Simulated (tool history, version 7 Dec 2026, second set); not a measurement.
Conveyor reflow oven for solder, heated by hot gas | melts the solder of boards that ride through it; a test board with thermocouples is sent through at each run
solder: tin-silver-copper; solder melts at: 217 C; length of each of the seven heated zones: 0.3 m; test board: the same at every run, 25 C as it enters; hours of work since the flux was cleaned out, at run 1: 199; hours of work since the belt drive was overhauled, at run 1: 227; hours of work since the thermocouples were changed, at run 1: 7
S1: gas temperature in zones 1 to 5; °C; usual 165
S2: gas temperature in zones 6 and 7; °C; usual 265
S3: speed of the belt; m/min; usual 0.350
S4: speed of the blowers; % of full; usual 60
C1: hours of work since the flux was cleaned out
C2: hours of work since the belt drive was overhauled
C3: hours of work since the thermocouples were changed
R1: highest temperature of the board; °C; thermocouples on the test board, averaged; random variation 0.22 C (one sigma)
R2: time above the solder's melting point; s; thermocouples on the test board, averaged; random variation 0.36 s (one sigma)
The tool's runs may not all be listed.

run,hour,S1,S2,S3,S4,C1,C2,C3,R1,R2
1,0.0,165,265,0.350,60,199,227,7,247.7,68.5
2,9.3,165,265,0.350,60,203,232,12,247.7,68.7
3,22.1,165,265,0.350,60,209,237,17,247.8,68.7
4,30.0,165,265,0.350,60,213,241,21,247.9,68.0
5,37.9,165,265,0.354,60,216,245,25,247.7,67.4
6,48.0,165,265,0.354,60,221,249,29,247.1,67.2
7,53.4,165,265,0.354,60,223,252,32,247.5,66.6
8,60.9,165,265,0.354,60,227,255,35,246.9,67.2
9,67.3,165,265,0.350,90,230,258,38,251.6,74.4
10,74.5,165,265,0.350,90,233,261,41,251.9,74.1
11,85.3,165,265,0.350,90,238,266,46,251.4,73.8
12,94.4,165,265,0.350,82,242,271,51,250.5,72.6
13,100.9,165,265,0.350,60,245,274,54,248.0,68.1
14,107.6,165,265,0.350,58,248,277,57,247.0,67.6
15,119.5,165,265,0.350,58,254,282,62,247.3,68.0
16,127.5,167,267,0.290,57,257,286,66,254.6,95.2
17,134.3,165,275,0.297,79,260,289,69,264.2,100.1
18,144.8,165,277,0.330,64,265,294,74,261.0,86.9
19,156.5,165,277,0.330,64,271,299,79,260.7,86.8
20,166.3,165,277,0.330,64,275,303,83,260.8,86.3
21,173.4,159,256,0.350,60,278,307,87,238.5,53.1
22,181.3,160,276,0.321,60,282,310,90,259.5,86.0
23,187.6,154,256,0.280,87,285,313,93,247.7,86.0
24,193.1,154,258,0.280,87,287,316,96,248.9,88.1

Forecast run 25:
25,201.0,154,258,0.280,87,291,319,99,?,?

Run 25 gave R1 249.2 °C, R2 87.3 s.
Without the tool's hidden state the same run would have given R1 250.9 °C, R2 90.6 s.
